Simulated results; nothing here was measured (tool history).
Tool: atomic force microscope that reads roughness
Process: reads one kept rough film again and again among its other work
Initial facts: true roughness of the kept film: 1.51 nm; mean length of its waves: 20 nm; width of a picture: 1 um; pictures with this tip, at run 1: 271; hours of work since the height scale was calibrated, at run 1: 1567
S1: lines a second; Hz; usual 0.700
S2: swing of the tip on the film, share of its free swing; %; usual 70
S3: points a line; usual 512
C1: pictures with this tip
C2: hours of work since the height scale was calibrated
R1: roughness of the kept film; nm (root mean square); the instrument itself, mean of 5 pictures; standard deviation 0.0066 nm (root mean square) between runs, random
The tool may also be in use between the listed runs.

run    hour     S1  S2    S3   C1    C2     R1
  1     0.0  0.700  70   512  271  1567  1.210
  2    44.1  0.700  70   512  310  1593  1.175
      100.7  -- new tip fitted
  3   112.1  0.700  70   512   10  1633  1.315
  4   166.6  0.813  70   512   59  1665  1.286
  5   230.5  0.813  70   512  116  1703  1.265
  6   303.9  0.813  70   512  182  1746  1.238
  7   335.9  0.813  70   512  211  1765  1.219
  8   405.2  0.813  70   512  273  1806  1.181
  9   462.9  0.813  70   512  325  1840  1.175
      504.1  -- new tip fitted
 10   533.5  0.813  70   512   27  1882  1.282
 11   563.9  0.813  70   512   54  1900  1.272
 12   601.3  0.813  70   512   87  1922  1.253
 13   669.8  0.813  70   512  149  1963  1.245
 14   703.7  0.813  70   512  179  1983  1.225
 15   742.9  0.813  70   512  215  2006  1.209
 16   773.1  0.687  56   442  242  2024  1.222
 17   820.9  0.687  56   442  285  2052  1.206
 18   890.4  1.797  89   918  347  2093  0.978
      909.5  -- new tip fitted
 19   964.4  1.797  62   365   49  2137  1.252
 20  1035.7  1.727  60   385  113  2179  1.227
 21  1099.5  1.727  60   335  170  2217  1.191
 22  1167.6  1.727  60   335  231  2257  1.171
 23  1228.6  2.924  70   760  286  2293  1.052
 24  1289.9  3.029  84   581  341  2329  0.909
     1314.3  -- new tip fitted
 25  1357.0  3.029  84   581   38  2369  1.039
 26  1389.7  1.016  89   279   67  2388  1.144
 27  1430.8  1.353  56  1002  104  2412  1.274
 28  1461.0  1.353  56  1002  131  2430  1.273
 29  1526.3  2.227  77   265  190  2469  1.070

Subtracting, for every run, the result it would have given without the tool's unlogged condition from the measured result gives the following. The same run-to-run variation enters both numbers; the gauge's scatter may not:
Unlogged tool condition in this case: radius of the tip, nm; height scale over the true one, %; drift of the gauge itself on roughness_nm, %.
run      R1
  1  -0.107
  2  -0.123
  3  +0.005
  4  -0.019
  5  -0.045
  6  -0.075
  7  -0.086
  8  -0.114
  9  -0.136
 10  -0.017
 11  -0.028
 12  -0.045
 13  -0.070
 14  -0.085
 15  -0.098
 16  -0.113
 17  -0.129
 18  -0.130
 19  -0.031
 20  -0.061
 21  -0.085
 22  -0.112
 23  -0.125
 24  -0.125
 25  -0.008
 26  -0.021
 27  -0.041
 28  -0.055
 29  -0.072
